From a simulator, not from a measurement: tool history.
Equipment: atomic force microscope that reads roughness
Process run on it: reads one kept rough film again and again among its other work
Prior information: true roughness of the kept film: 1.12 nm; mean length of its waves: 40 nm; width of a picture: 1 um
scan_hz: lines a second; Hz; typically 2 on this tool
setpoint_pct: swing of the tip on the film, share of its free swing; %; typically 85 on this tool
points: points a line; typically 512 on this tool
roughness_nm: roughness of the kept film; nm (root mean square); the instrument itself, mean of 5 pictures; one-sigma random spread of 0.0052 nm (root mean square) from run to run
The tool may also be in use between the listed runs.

run,day,scan_hz,setpoint_pct,points,roughness_nm
1,0,2,85,512,0.841
2,3.208,2,85,512,0.832
# day 5.638: new tip fitted
3,5.742,2,85,512,0.83
4,8.558,2,85,512,0.849
5,10.033,2,72,512,0.952
6,12.45,2,72,512,0.945
7,15.083,1.7,56,268,1.029
8,17.158,1.37,56,268,1.048
9,19.288,1.37,58,360,1.036
10,20.838,0.77,62,474,1.048
# day 23.062: new tip fitted
11,23.146,0.77,62,474,1.054

What if the next run were any one of these 4? Each begins from the tool's condition after run 11:
A,25.942,1.44,65,458,?
B,25.942,2,75,745,?
C,25.942,0.77,62,286,?
D,25.942,0.77,70,474,?

run,roughness_nm
A,1.013
B,0.922
C,1.043
D,1.029
Take away the tool's hidden state, keep each run's random variation, and the runs would have read:
run,roughness_nm
A,1.014
B,0.923
C,1.044
D,1.029
